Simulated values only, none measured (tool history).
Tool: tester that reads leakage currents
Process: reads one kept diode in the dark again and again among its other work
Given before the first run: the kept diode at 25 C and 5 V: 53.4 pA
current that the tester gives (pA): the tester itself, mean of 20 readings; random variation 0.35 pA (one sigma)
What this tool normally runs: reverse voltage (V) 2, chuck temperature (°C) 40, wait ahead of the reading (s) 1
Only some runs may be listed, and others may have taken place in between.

run      day  reverse voltage (V)  chuck temperature (°C)  wait ahead of the reading (s)  current that the tester gives (pA)
  1        0                    2                      40                              1                              130.01
  2    5.379                    2                      40                              1                              131.39
       7.271  -- chuck's temperature calibrated
  3   10.217                    2                      40                              1                              115.38
  4     17.4                    2                      33                              1                               73.47
  5     25.1                    2                      49                              1                              206.59
  6   31.467                    2                      49                           8.62                              208.16
  7   37.279                    2                      49                           8.62                              208.89
  8   43.029                    2                      49                           8.62                               210.5
  9   51.708                    2                      49                           8.62                              212.53
 10   57.083                    2                      49                           8.62                              212.74
      57.612  -- probe card cleaned and baked
 11   64.642                    2                      49                           8.62                              215.51
 12   70.371                 2.29                      28                           0.82                               61.13
 13   75.454                12.43                      31                           1.29                               153.1
      82.029  -- probe card cleaned and baked, once more
 14   84.729                 5.61                      52                           4.29                              362.18
 15   94.179                 3.84                      23                           1.63                               47.28
 16   98.592                 3.84                      23                           1.63                               47.36
 17  103.008                  8.4                      31                           7.42                              108.05
 18  111.025                 2.19                      27                           0.77                               53.37
 19  116.288                15.32                      46                           0.83                              368.16
 20  120.354                11.14                      26                              1                               91.45
 21  128.762                 1.11                      40                              1                              104.18
     132.454  -- tester calibrated
 22  137.692                 4.01                      46                            1.7                              242.89

Forecast each of these 3 alternatives for the next run:
     139.892  -- chuck's temperature calibrated
  A  146.446                 1.97                      33                              1                                   ?
     139.892  -- chuck's temperature calibrated
  B  146.446                 13.7                      22                           0.92                                   ?
     139.892  -- chuck's temperature calibrated
  C  146.446                 7.21                      48                           2.13                                   ?

run  current that the tester gives (pA)
  A                               72.52
  B                               74.97
  C                              296.81
Without the tool's unlogged condition, the same runs would have read:
run  current that the tester gives (pA)
  A                               70.94
  B                               64.72
  C                              291.15

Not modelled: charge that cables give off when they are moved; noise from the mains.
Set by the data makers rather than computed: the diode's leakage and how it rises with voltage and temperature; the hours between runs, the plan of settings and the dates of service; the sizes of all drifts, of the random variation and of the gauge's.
